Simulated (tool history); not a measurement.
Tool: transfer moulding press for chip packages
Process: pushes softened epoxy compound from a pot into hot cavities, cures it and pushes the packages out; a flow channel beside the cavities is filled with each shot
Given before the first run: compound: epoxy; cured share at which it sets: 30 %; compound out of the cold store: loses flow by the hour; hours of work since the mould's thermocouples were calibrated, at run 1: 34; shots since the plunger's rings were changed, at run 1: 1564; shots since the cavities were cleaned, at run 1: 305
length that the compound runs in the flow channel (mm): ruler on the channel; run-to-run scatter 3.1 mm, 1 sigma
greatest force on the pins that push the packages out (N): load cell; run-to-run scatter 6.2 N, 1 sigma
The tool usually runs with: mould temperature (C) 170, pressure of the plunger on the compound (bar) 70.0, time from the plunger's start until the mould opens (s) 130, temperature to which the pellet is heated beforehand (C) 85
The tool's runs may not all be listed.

run   hour  mould temperature (C)  pressure of the plunger on the compound (bar)  time from the plunger's start until the mould opens (s)  temperature to which the pellet is heated beforehand (C)  hours of work since the mould's thermocouples were calibrated  shots since the plunger's rings were changed  shots since the cavities were cleaned  incoming compound's hours out of the cold store  length that the compound runs in the flow channel (mm)  greatest force on the pins that push the packages out (N)
  1    0.0                    170                                           70.0                                                      130                                                        85                                                             34                                          1564                                    305                                             29.5                                                     494                                                        335
  2   11.5                    170                                           70.0                                                      130                                                        85                                                             43                                          1701                                    442                                             33.3                                                     483                                                        360
  3   28.9                    170                                           82.9                                                      130                                                        85                                                             56                                          1907                                    648                                             11.5                                                     602                                                        410
  4   44.9                    170                                           70.0                                                      130                                                        85                                                             69                                          2097                                    838                                             43.1                                                     450                                                        397
      47.7  -- cavities cleaned with cleaning compound and waxed
  5   68.4                    170                                           70.0                                                      130                                                        85                                                             86                                          2358                                    245                                             10.8                                                     549                                                        330
  6   82.5                    170                                           70.0                                                      133                                                        85                                                             97                                          2525                                    412                                             39.5                                                     456                                                        334
  7  110.9                    170                                           70.0                                                      133                                                        85                                                            119                                          2863                                    750                                             26.8                                                     490                                                        397
     120.5  -- cavities cleaned with cleaning compound and waxed
  8  131.8                    169                                           70.0                                                      130                                                        85                                                            134                                          3092                                    133                                             28.1                                                     490                                                        291
  9  147.4                    169                                           70.0                                                      130                                                        85                                                            147                                          3277                                    318                                             45.7                                                     434                                                        329
 10  163.7                    170                                           65.7                                                      130                                                        85                                                            159                                          3471                                    512                                             10.4                                                     525                                                        379
 11  175.2                    170                                           54.1                                                      130                                                        85                                                            168                                          3608                                    649                                             16.4                                                     458                                                        387
 12  190.9                    165                                           70.0                                                      130                                                        85                                                            181                                          3794                                    835                                             14.0                                                     539                                                        509
     194.7  -- cavities cleaned with cleaning compound and waxed
 13  205.8                    165                                           70.0                                                      130                                                        85                                                            191                                          3953                                    131                                             13.7                                                     533                                                        346
 14  221.0                    165                                           70.0                                                      130                                                        85                                                            203                                          4134                                    312                                             38.0                                                     457                                                        392
 15  248.5                    165                                           70.0                                                      130                                                        85                                                            224                                          4459                                    637                                             36.0                                                     464                                                        461
     267.6  -- cavities cleaned with cleaning compound and waxed
 16  272.5                    165                                           70.0                                                      114                                                        80                                                            242                                          4727                                     58                                             13.1                                                     531                                                        431
 17  296.1                    164                                           70.0                                                      130                                                        79                                                            260                                          5007                                    338                                             36.8                                                     454                                                        416
 18  311.7                    173                                           70.0                                                      123                                                        79                                                            272                                          5192                                    523                                             33.1                                                     447                                                        362
 19  330.6                    168                                           77.0                                                      123                                                        79                                                            287                                          5416                                    747                                             47.6                                                     435                                                        434
     342.0  -- cavities cleaned with cleaning compound and waxed
 20  353.5                    169                                           72.8                                                      146                                                        85                                                            304                                          5670                                    136                                             36.6                                                     447                                                        262
 21  372.1                    170                                           70.0                                                      157                                                        85                                                            318                                          5891                                    357                                             39.2                                                     426                                                        312
 22  397.7                    171                                           70.0                                                      157                                                        85                                                            338                                          6195                                    661                                             26.4                                                     462                                                        341
     415.8  -- cavities cleaned with cleaning compound and waxed
 23  424.1                    171                                           70.0                                                      157                                                        85                                                            358                                          6490                                     98                                             39.3                                                     425                                                        251
 24  447.1                    171                                           70.0                                                      157                                                        85                                                            376                                          6763                                    371                                             15.3                                                     484                                                        304
     458.9  -- plunger's sealing rings changed
 25  471.3                    177                                           70.0                                                      157                                                        87                                                            393                                           147                                    629                                             14.4                                                     540                                                        320
     490.9  -- cavities cleaned with cleaning compound and waxed
 26  495.0                    170                                           75.8                                                      130                                                        85                                                            410                                           411                                     49                                             43.1                                                     479                                                        244
 27  523.5                    170                                           60.1                                                      115                                                        78                                                            432                                           748                                    386                                             11.7                                                     519                                                        386
 28  540.6                    175                                           73.0                                                      115                                                        78                                                            446                                           952                                    590                                              8.8                                                     572                                                        369
     563.3  -- cavities cleaned with cleaning compound and waxed
 29  565.2                    175                                           73.0                                                      115                                                        78                                                            464                                          1226                                     22                                             24.8                                                     518                                                        242

Measured less the same run without the tool's hidden state. The same run-to-run variation is in both; the gauge's scatter may not be:
The tool's hidden condition here consists of: true mould temperature over the reading, C; pressure that reaches the compound, % of what is set; grip of the stained cavities, % over clean ones'; drift of the gauge itself on flow_mm, %; drift of the gauge itself on push_out_n, %.
run  length that the compound runs in the flow channel (mm)  greatest force on the pins that push the packages out (N)
  1                                                     -15                                                       +101
  2                                                     -16                                                       +130
  3                                                     -23                                                       +165
  4                                                     -18                                                       +173
  5                                                     -26                                                        +82
  6                                                     -23                                                       +112
  7                                                     -27                                                       +164
  8                                                     -30                                                        +46
  9                                                     -28                                                        +97
 10                                                     -35                                                       +137
 11                                                     -33                                                       +151
 12                                                     -40                                                       +210
 13                                                     -42                                                        +47
 14                                                     -38                                                       +105
 15                                                     -41                                                       +173
 16                                                     -50                                                        +31
 17                                                     -46                                                       +120
 18                                                     -48                                                       +133
 19                                                     -48                                                       +174
 20                                                     -52                                                        +42
 21                                                     -52                                                        +94
 22                                                     -60                                                       +136
 23                                                     -58                                                        +38
 24                                                     -70                                                        +96
 25                                                      -4                                                       +130
 26                                                      -6                                                        +14
 27                                                      -9                                                       +109
 28                                                     -12                                                       +135
 29                                                     -13                                                         +9

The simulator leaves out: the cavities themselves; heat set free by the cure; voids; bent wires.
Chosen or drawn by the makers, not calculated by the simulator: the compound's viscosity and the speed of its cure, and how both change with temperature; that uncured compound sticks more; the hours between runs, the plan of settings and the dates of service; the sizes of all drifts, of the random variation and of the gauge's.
